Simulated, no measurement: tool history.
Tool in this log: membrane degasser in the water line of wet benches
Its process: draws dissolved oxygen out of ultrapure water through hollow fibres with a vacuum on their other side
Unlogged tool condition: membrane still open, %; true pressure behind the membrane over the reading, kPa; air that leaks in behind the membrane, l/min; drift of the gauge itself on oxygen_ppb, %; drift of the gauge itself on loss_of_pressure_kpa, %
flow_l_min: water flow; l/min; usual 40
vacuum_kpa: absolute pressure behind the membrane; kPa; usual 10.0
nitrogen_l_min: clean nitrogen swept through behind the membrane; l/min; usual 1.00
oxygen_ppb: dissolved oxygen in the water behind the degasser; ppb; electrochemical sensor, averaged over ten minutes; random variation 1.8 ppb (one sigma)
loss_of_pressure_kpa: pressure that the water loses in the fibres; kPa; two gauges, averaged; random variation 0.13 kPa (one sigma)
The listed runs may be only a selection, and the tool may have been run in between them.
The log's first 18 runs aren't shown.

run	day	flow_l_min	vacuum_kpa	nitrogen_l_min	hours since the membrane was changed	hours since the vacuum gauge was calibrated	hours since the vacuum lines were made tight	oxygen_ppb	loss_of_pressure_kpa
19	68.800	40	23.6	0.42	5570	3242	4629	2474.4	32.52
20	71.833	33	22.0	1.00	5643	3315	4701	1178.9	26.67
21	75.867	33	22.0	1.00	5740	3412	4798	1184.6	27.02
# day 77.054: gauge calibrated
22	78.925	33	22.0	1.00	5813	3485	4872	1168.4	26.91
23	83.796	42	22.0	0.65	5930	3602	4988	1854.2	34.35
24	87.183	42	22.0	0.65	6011	3683	5070	1850.8	34.27
25	89.354	42	8.3	2.94	6064	3735	5122	232.8	34.15
26	91.354	42	8.3	2.94	6112	3783	5170	233.6	34.20
27	93.812	55	19.6	2.10	6171	3842	5229	957.6	44.40
28	97.988	40	14.7	0.61	6271	3943	5329	1246.5	32.81
29	100.779	41	15.7	0.46	6338	4010	5396	1616.6	33.43
30	103.738	41	21.0	0.88	6409	4081	5467	1446.5	33.41
31	107.558	41	21.0	0.88	6500	4172	5559	1447.7	33.40

What does the tool deliver on the next run?
# day 110.042: vacuum gauge calibrated
32	111.479	41	21.0	0.88	6594	35	5652	?	?

oxygen_ppb: 1454.7 ppb
loss_of_pressure_kpa: 33.45 kPa
Take away the tool's hidden state, keep the run-to-run variation as it was, and the same run would have given oxygen_ppb 1444.1 ppb, loss_of_pressure_kpa 33.42 kPa.
